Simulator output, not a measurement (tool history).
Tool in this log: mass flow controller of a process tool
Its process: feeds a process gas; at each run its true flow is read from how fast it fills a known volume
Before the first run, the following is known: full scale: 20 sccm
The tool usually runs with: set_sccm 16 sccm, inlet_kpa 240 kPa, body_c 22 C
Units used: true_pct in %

run	hour	set_sccm	inlet_kpa	body_c	true_pct
1	0.0	16	240	22	99.90
2	94.8	16	240	22	100.04
3	191.7	16	240	22	100.15
4	326.1	16	146	22	99.89
5	394.2	16	240	22	100.07
6	471.0	16	240	22	100.14
7	600.5	4	240	22	99.12
8	721.4	16	240	20	99.89
9	845.9	16	240	20	100.07
10	924.2	16	240	23	100.30
11	1042.7	16	240	23	100.33
12	1108.3	16	240	23	100.44
13	1189.3	16	240	29	100.93
14	1337.3	16	240	29	101.06
15	1417.7	16	240	29	101.22
16	1526.8	16	240	29	101.21
17	1669.9	16	279	22	100.65
# hour 1676.5: controller's zero set anew
18	1778.3	16	279	22	100.73
19	1869.0	16	279	22	100.61
20	1972.9	3	240	22	100.09
21	2084.8	2	240	27	100.84
22	2169.1	2	240	27	100.80
23	2277.7	7	193	22	100.00
24	2347.9	7	193	22	99.98
25	2418.1	17	193	37	102.16
# hour 2554.9: controller's zero set anew, once more
26	2564.4	17	193	37	102.15
27	2697.2	17	193	37	102.13
28	2806.4	16	193	26	101.15
29	2909.0	16	193	26	101.15
30	3055.0	2	140	22	99.65
31	3155.6	2	140	22	99.74
32	3253.3	20	150	22	101.24
33	3367.0	20	150	22	101.05
34	3504.5	16	254	40	102.67
35	3640.6	8	240	22	100.18
36	3727.7	8	198	22	100.20
37	3865.3	8	198	22	100.28
38	3968.5	16	240	25	101.47
39	4099.1	16	240	25	101.39
40	4161.4	16	150	22	100.98

5 ways to go on from here, each from the tool as it stands after run 40. What would each give?
A	4226.7	16	240	24	?
B	4226.7	6	170	34	?
C	4226.7	16	240	24	?
D	4226.7	16	240	26	?
E	4226.7	3	221	23	?

run	true_pct
A	101.36
B	101.34
C	101.38
D	101.60
E	100.42
Stripped of hidden state, with their random variation kept, the same runs would have yielded:
run	true_pct
A	99.52
B	99.30
C	99.53
D	99.75
E	98.09

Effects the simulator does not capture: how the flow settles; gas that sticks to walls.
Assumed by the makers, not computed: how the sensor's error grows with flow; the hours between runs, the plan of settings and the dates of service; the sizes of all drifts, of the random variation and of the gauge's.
